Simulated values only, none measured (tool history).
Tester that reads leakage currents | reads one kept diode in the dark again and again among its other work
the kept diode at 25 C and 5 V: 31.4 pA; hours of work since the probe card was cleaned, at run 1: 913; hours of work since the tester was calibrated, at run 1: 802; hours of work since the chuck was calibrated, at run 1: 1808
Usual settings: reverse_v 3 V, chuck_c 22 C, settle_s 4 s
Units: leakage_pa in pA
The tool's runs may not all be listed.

run   hour  reverse_v  chuck_c  settle_s  hours of work since the probe card was cleaned  hours of work since the tester was calibrated  hours of work since the chuck was calibrated  leakage_pa
  1      0          3       22         4                                             913                                            802                                          1808       18.34
  2   69.5          3       22         4                                             964                                            852                                          1859       18.38
  3  120.9          3       22         4                                            1002                                            890                                          1896       18.55
     208.6  -- chuck's temperature calibrated
  4  217.9          3       22      0.84                                            1071                                            959                                             7       22.34
  5  292.1          3       26         4                                            1125                                           1014                                            61       29.22
  6  389.2          3       26         4                                            1196                                           1085                                           132       29.12

Run 7 comes next. What will it give?
  7   489          3       22       0.6                                            1269                                           1158                                           205           ?

Run 7 gave leakage_pa 22.8 pA.
Without the tool's hidden state the same run would have given leakage_pa 20.71 pA.

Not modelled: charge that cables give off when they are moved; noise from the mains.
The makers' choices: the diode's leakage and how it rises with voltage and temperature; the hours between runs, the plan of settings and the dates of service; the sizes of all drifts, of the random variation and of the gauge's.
